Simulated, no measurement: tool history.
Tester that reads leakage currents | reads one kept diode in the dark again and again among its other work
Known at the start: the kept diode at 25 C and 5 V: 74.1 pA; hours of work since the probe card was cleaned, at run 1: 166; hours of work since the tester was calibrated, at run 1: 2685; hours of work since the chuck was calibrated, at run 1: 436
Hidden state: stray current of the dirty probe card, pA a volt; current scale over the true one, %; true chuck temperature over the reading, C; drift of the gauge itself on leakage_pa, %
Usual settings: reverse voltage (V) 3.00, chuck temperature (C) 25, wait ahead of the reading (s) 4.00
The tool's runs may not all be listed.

run      day  reverse voltage (V)  chuck temperature (C)  wait ahead of the reading (s)  hours of work since the probe card was cleaned  hours of work since the tester was calibrated  hours of work since the chuck was calibrated  current that the tester gives (pA)
  1    0.000                 3.00                     25                           4.00                                             166                                           2685                                           436                               62.61
  2    3.062                 3.00                     25                           4.00                                             220                                           2739                                           490                               62.75
  3    7.808                 3.00                     25                           4.00                                             304                                           2823                                           573                               62.60
  4   11.592                 3.00                     25                           4.00                                             370                                           2890                                           640                               62.53
  5   15.800                 3.00                     56                           4.00                                             445                                           2964                                           714                              915.09
      16.250  -- chuck's temperature calibrated
  6   18.575                 3.00                     56                           4.00                                             492                                           3011                                            41                              918.04
  7   21.817                 3.00                     25                           0.72                                             549                                           3069                                            98                               63.99
  8   23.804                 3.00                     25                           0.72                                             584                                           3104                                           133                               63.98
  9   26.246                 3.00                     25                           0.72                                             627                                           3147                                           176                               63.89
 10   29.958                 3.00                     25                           0.72                                             693                                           3212                                           242                               63.83
 11   32.275                 3.00                     25                           4.00                                             734                                           3253                                           283                               62.55
 12   34.242                 3.00                     25                           4.00                                             768                                           3288                                           317                               62.53
 13   36.333                 3.00                     25                           4.00                                             805                                           3325                                           354                               62.59
 14   40.346                 3.00                     25                           4.00                                             876                                           3395                                           425                               62.65
 15   45.225                 3.00                     25                           4.00                                             962                                           3481                                           511                               62.88
 16   49.758                 3.00                     25                           4.00                                            1042                                           3561                                           591                               62.61
 17   52.546                 3.00                     25                           4.00                                            1091                                           3610                                           640                               62.59
 18   55.483                 3.00                     44                           4.00                                            1143                                           3662                                           692                              346.54
      57.004  -- chuck's temperature calibrated
 19   59.933                 3.00                     25                           4.00                                            1220                                           3739                                            52                               62.79
 20   63.083                 3.00                     25                           4.00                                            1275                                           3795                                           107                               62.28
 21   66.971                 3.00                     25                           4.00                                            1344                                           3863                                           176                               62.58
 22   70.988                 3.00                     48                           0.48                                            1415                                           3934                                           247                              484.46
 23   73.783                 2.28                     25                           4.00                                            1464                                           3983                                           296                               56.98
 24   76.504                 2.28                     25                           4.00                                            1512                                           4031                                           344                               57.01
      78.700  -- tester calibrated
 25   79.829                 1.57                     25                           4.00                                            1569                                             20                                           401                               50.25
 26   82.546                19.76                     25                           0.94                                            1617                                             68                                           449                              126.76
 27   85.162                 1.83                     55                           0.31                                            1663                                            114                                           495                              720.24
 28   89.279                11.40                     29                           0.31                                            1736                                            187                                           568                              157.73
 29   93.954                 1.31                     27                           9.82                                            1818                                            269                                           650                               57.17
 30   97.658                 9.64                     54                           0.34                                            1884                                            334                                           715                             1174.14
      98.038  -- chuck's temperature calibrated
 31  101.725                 9.64                     54                           0.34                                            1954                                            405                                            65                             1172.33

Run 32 comes next. What will it give?
 32  104.121                 9.64                     54                           0.34                                            1996                                            447                                           107                                   ?

current that the tester gives (pA): 1173.39
Without the tool's hidden state the same run would have given current that the tester gives (pA) 1173.19.
